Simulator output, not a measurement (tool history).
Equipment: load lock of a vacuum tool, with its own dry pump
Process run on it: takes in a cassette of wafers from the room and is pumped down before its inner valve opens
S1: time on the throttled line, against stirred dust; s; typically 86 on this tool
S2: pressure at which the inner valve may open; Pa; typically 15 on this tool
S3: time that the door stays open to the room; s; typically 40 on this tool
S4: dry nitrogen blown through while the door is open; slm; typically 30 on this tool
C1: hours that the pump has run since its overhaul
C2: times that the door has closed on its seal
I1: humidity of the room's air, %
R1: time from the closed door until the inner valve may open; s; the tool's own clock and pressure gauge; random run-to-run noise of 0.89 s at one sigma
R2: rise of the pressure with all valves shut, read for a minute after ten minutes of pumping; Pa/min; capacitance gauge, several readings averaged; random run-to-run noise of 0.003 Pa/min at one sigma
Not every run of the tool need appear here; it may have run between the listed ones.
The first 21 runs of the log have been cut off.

run    hour   S1  S2   S3  S4     C1     C2    I1     R1     R2
 22  4259.5   64  15   40  30   8556  14546  45.3  127.3  0.079
 23  4457.4   78  15   58  12   8754  15039  41.1  138.1  0.099
 24  4664.4   78  15   58  12   8961  15554  41.1  137.2  0.097
 25  4862.8   78  15   58  12   9159  16048  45.0  138.3  0.105
 26  5093.2   67  12   71  12   9389  16621  44.7  131.2  0.113
 27  5322.8   67  11  149  12   9619  17193  47.0  132.7  0.143
 28  5458.0   67  18   37  12   9754  17529  43.8  129.1  0.102
 29  5600.5   67  18   37  12   9897  17884  44.7  130.0  0.107
 30  5753.2   67  18   37  12  10049  18264  45.1  128.4  0.112
 31  5959.8  149  29   40  30  10256  18778  45.0  187.8  0.102

5 options for the next run, each taken on its own from the tool as it stands now. Forecast them:
  A  6125.8  149  11   40  30  10422  19191  45.4   ?   ?
  B  6125.8   87  29   40  16  10422  19191  46.6   ?   ?
  C  6125.8   86  15   71  30  10422  19191  47.4   ?   ?
  D  6125.8  149  17   39   5  10422  19191  42.9   ?   ?
  E  6125.8   86  15  103  10  10422  19191  46.8   ?   ?

run     R1     R2
  A  195.8  0.104
  B  139.5  0.113
  C  145.6  0.114
  D  193.8  0.126
  E  147.0  0.141
The same runs, with their run-to-run variation unchanged, on a tool lacking any hidden condition would have given:
run     R1     R2
  A  191.0  0.023
  B  134.2  0.031
  C  139.6  0.032
  D  189.4  0.043
  E  140.9  0.059

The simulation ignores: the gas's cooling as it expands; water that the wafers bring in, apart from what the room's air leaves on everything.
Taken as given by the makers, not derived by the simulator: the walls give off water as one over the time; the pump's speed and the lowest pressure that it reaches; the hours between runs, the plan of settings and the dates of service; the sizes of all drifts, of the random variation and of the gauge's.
